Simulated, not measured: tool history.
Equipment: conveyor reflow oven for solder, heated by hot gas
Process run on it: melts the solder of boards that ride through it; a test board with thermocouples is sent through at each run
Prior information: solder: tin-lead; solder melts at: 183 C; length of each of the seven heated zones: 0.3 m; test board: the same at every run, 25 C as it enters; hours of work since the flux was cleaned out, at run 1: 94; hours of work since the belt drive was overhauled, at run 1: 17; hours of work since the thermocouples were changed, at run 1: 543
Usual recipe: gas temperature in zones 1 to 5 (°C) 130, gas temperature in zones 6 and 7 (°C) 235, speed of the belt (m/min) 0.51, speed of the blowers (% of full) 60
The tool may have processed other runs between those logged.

run   hour  gas temperature in zones 1 to 5 (°C)  gas temperature in zones 6 and 7 (°C)  speed of the belt (m/min)  speed of the blowers (% of full)  hours of work since the flux was cleaned out  hours of work since the belt drive was overhauled  hours of work since the thermocouples were changed  highest temperature of the board (°C)  time above the solder's melting point (s)
  1      0                                   130                                    235                       0.51                                60                                            94                                                 17                                                 543                                  210.7                                       44.1
  2    8.9                                   130                                    235                       0.51                                60                                            99                                                 22                                                 547                                  210.8                                       44.5
  3   18.2                                   130                                    247                       0.51                                60                                           104                                                 27                                                 553                                  220.4                                         52
  4   25.4                                   130                                    235                       0.51                                60                                           108                                                 31                                                 557                                  210.4                                       43.9
  5   30.1                                   130                                    235                       0.51                                60                                           110                                                 34                                                 559                                  210.4                                         44
  6   37.1                                   130                                    235                       0.51                                60                                           114                                                 37                                                 563                                  210.8                                         44
  7   44.1                                   130                                    234                       0.51                                60                                           118                                                 41                                                 567                                  209.2                                       43.3
  8   50.8                                   130                                    234                       0.51                                60                                           122                                                 45                                                 571                                  209.3                                         43
  9   61.3                                   126                                    235                       0.51                                60                                           128                                                 51                                                 576                                  209.3                                       42.1
 10   67.2                                   126                                    235                       0.51                                60                                           131                                                 54                                                 580                                    209                                         42
 11   76.2                                   130                                    235                      0.513                                60                                           136                                                 59                                                 585                                  209.6                                       43.1
 12   80.8                                   130                                    235                       0.51                                60                                           138                                                 62                                                 587                                  209.9                                       44.1
 13     88                                   130                                    235                       0.51                                60                                           142                                                 65                                                 591                                  210.8                                       43.9
 14   97.9                                   130                                    235                      0.433                                60                                           148                                                 71                                                 597                                  215.5                                         58
 15  105.5                                   130                                    235                      0.433                                60                                           152                                                 75                                                 601                                    216                                       58.5
 16  113.1                                   134                                    235                      0.504                                60                                           156                                                 79                                                 605                                  211.7                                       46.4
     118.8  -- flux residue cleaned out of gas plates and filters
 17  123.5                                   130                                    235                       0.51                                59                                             3                                                 82                                                 608                                  209.3                                       42.8
 18  129.7                                   130                                    235                       0.51                                59                                             6                                                 86                                                 611                                  209.1                                       42.3
 19  137.6                                   130                                    235                       0.51                                59                                            10                                                 90                                                 616                                  209.5                                       42.6
 20  147.6                                   141                                    240                       0.51                                69                                            16                                                 96                                                 621                                  218.2                                       54.2
     159.2  -- flux residue cleaned out of gas plates and filters, once more
 21  162.8                                   127                                    249                      0.434                                72                                             2                                                101                                                 627                                  231.8                                       68.8
 22  169.9                                   130                                    238                      0.593                                75                                             6                                                105                                                 631                                  212.3                                       39.5
 23    178                                   135                                    237                      0.499                                90                                            10                                                110                                                 635                                  221.7                                       56.2
 24  185.4                                   145                                    242                      0.584                                65                                            14                                                114                                                 639                                  217.2                                       47.2
 25  191.8                                   137                                    235                      0.484                                60                                            18                                                117                                                 643                                  214.9                                       52.7
 26  202.1                                   130                                    235                      0.496                                60                                            24                                                123                                                 649                                  212.1                                       47.2
 27  210.5                                   122                                    248                       0.51                                63                                            28                                                128                                                 653                                    221                                       50.6
 28  220.7                                   132                                    245                       0.51                                60                                            34                                                133                                                 659                                  220.1                                       52.1
 29  227.8                                   132                                    245                       0.51                                60                                            38                                                137                                                 663                                  219.4                                       52.5
 30  232.4                                   117                                    233                       0.51                                60                                            40                                                140                                                 665                                  206.8                                       37.1

4 ways to go on from here, each from the tool as it stands after run 30. What would each give?
  A  239.7                                   131                                    235                       0.51                                73                                            44                                                144                                                 669                                      ?                                          ?
  B  239.7                                   130                                    235                      0.485                                60                                            44                                                144                                                 669                                      ?                                          ?
  C  239.7                                   117                                    233                       0.51                                64                                            44                                                144                                                 669                                      ?                                          ?
  D  239.7                                   133                                    235                       0.51                                60                                            44                                                144                                                 669                                      ?                                          ?

run  highest temperature of the board (°C)  time above the solder's melting point (s)
  A                                  215.2                                       49.1
  B                                    213                                       48.6
  C                                  208.1                                       38.6
  D                                  211.7                                       46.2
Without the tool's hidden state the same runs would have given:
run  highest temperature of the board (°C)  time above the solder's melting point (s)
  A                                  217.6                                       50.8
  B                                  215.3                                       50.5
  C                                  210.5                                       40.8
  D                                    214                                         48
